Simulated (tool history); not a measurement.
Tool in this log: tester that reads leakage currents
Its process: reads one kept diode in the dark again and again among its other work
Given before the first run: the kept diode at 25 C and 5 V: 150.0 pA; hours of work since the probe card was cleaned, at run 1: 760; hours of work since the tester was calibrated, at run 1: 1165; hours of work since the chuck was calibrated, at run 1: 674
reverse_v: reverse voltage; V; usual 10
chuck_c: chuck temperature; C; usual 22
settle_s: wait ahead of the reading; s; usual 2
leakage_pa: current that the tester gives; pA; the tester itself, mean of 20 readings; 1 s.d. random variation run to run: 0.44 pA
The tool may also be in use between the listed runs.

run,day,reverse_v,chuck_c,settle_s,hours of work since the probe card was cleaned,hours of work since the tester was calibrated,hours of work since the chuck was calibrated,leakage_pa
1,0,10,22,2,760,1165,674,142.24
2,4.275,10,22,2,802,1207,716,141.6
3,7.638,10,22,2,835,1241,749,142.3
4,11.204,10,22,0.59,871,1276,785,143.41
5,14.588,6.8,22,2,904,1309,818,125.43
6,17.775,6.8,22,0.63,936,1341,850,126.82
# day 18.112: tester calibrated
7,22.712,6.8,22,0.63,984,46,898,126.28
8,26.617,6.8,22,0.63,1023,84,937,126.3
9,31.029,6.8,22,0.63,1066,128,980,126.21
10,34.275,4.4,28,0.34,1098,160,1012,180.31
11,39.762,1.2,22,2,1153,214,1067,72.51
12,44.567,1.2,22,2,1200,262,1114,72.82
# day 48.192: tester calibrated, once more
13,49.275,1.2,22,2,1246,11,1160,71.76
14,53.012,11.4,59,1.6,1283,48,1197,2362.07
15,57.375,6.6,33,0.47,1326,91,1240,299.03
16,60.079,2.8,33,0.44,1353,118,1267,229.13
17,64.096,1.1,53,0.94,1393,157,1307,769.17

Branching from run 17: 4 alternative next runs. What would each branch give?
A,68.375,10,22,2,1435,200,1349,?
B,68.375,1.2,22,5.32,1435,200,1349,?
C,68.375,18.4,22,0.62,1435,200,1349,?
D,68.375,10.8,23,2,1435,200,1349,?

run,leakage_pa
A,139.54
B,71.53
C,173.52
D,154.63
Without the tool's hidden state the same runs would have given:
run,leakage_pa
A,144.62
B,76
C,176.82
D,160.35

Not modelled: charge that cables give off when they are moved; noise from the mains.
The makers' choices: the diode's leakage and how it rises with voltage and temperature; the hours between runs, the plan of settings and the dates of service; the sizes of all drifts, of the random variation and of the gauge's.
